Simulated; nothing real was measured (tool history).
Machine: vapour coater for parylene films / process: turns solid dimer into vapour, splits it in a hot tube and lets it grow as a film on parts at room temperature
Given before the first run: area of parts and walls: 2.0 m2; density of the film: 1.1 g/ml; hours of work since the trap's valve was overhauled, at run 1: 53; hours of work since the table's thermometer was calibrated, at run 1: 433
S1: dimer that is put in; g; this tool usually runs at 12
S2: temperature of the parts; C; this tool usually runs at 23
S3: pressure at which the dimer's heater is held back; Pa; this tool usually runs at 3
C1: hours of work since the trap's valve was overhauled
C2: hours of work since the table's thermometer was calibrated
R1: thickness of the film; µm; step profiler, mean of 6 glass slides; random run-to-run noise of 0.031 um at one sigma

run	hour	S1	S2	S3	C1	C2	R1
1	0	12	23	3	53	433	3.54
2	23.1	12	23	3	64	444	3.6
3	40	12	23	3	72	452	3.57
4	61.9	12	33	3	82	462	2.25
5	86	6	23	3	93	473	1.78
6	98.9	12	27	3	100	479	2.99
7	118.5	12	27	3	109	488	2.95
8	128.5	12	27	2.42	113	493	3.11
9	144.4	12	23	3.47	121	500	3.49
10	166.1	6	23	3	131	511	1.78
11	182.8	12	23	3	139	518	3.59
12	202.8	12	23	3	148	528	3.57
13	213.7	12	23	3	153	533	3.6
14	230.1	12	23	3.36	161	541	3.5
15	242	12	23	8.36	166	546	2.98
16	260.3	12	23	11.93	175	555	2.81
17	276	12	23	3	182	562	3.62
18	296.8	12	23	3	192	572	3.62
19	316.1	12	23	3	201	581	3.57
20	338.5	12	23	3	212	591	3.57
21	358.8	12	23	3	221	601	3.59
22	382.7	12	25	3	232	612	3.26
# hour 399.8: trap's valve overhauled
23	406.2	12	25	3	3	621	3.28
24	423.5	10	16	2.49	11	629	4.34
25	448.3	10	16	2.49	23	641	4.36
26	458.6	18	32	2.22	27	646	3.71
27	472.1	12	28	3	34	652	2.83
28	485	8	16	4.79	40	658	3.1
29	500.5	21	16	3.19	47	665	8.56
30	515.8	12	17	3	54	672	4.8
31	528.9	12	17	3	60	678	4.76
32	551.2	12	17	3	71	689	4.78
33	572.5	18	32	3	81	699	3.48
34	586.6	20	26	3	87	705	5.18
35	609.2	6	27	3.56	98	716	1.44
36	620.9	6	27	3.56	103	721	1.42
37	637.2	6	19	3.96	111	729	2.08
38	656.1	8	18	10.05	120	738	2.41
39	667.3	10	25	4.79	125	743	2.53
40	678.8	10	16	3.18	130	748	4.12
41	689.2	20	31	4.65	135	753	3.83
42	700.6	14	23	3	141	759	4.22
43	718.2	5	20	3	149	767	1.75
44	729.6	11	16	5.66	154	772	4.11
45	739.6	11	16	5.66	159	777	4.12
46	753.7	11	16	4.77	165	783	4.21

Each row is a separate what-if for the run after 46, all from the same tool condition, not one after another. Results?
A	776.8	12	18	2.9	176	794	?
B	776.8	12	28	10.49	176	794	?
C	776.8	8	17	3	176	794	?

run	R1
A	4.55
B	2.27
C	3.1
Without the tool's hidden state the same runs would have given:
run	R1
A	4.57
B	2.28
C	3.12
